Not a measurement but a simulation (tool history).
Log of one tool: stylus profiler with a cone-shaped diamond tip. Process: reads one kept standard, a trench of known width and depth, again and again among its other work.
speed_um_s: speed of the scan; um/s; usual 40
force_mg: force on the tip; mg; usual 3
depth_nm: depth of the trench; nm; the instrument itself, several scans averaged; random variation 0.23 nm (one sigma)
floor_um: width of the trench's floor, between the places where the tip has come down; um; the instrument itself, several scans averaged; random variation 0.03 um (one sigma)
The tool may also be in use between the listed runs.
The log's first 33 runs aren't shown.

run	hour	speed_um_s	force_mg	scans with this tip	hours of work since the height scale was calibrated	depth_nm	floor_um
34	1866	23	8.51	8828	708	1031.37	43.99
35	1898.9	23	8.51	9037	725	1031.72	43.94
36	1941	16	2.44	9306	747	1011.83	43.93
37	1985.4	16	2.44	9589	769	1012.27	43.82
38	2050.4	47	1.27	10003	803	1005.81	43.41
39	2102.3	47	1.27	10333	829	1005.9	43.35
40	2175.1	47	1.27	10797	866	1005.98	43.27
41	2237.8	66	3	11197	899	1013.3	43.22
42	2301.2	66	3	11601	931	1012.77	43.19
43	2367.3	66	3	12022	965	1013.01	43.12
44	2401.8	148	2.64	12242	982	1011.43	42.57
45	2439	26	1.52	12478	1001	1006.56	43.22

Run 46 comes next. What will it give?
46	2492.2	40	4.83	12818	1029	?	?

Run 46 gave depth_nm 1019.1 nm, floor_um 43.16 um.
Without the tool's hidden state the same run would have given depth_nm 1023.81 nm, floor_um 45.81 um.
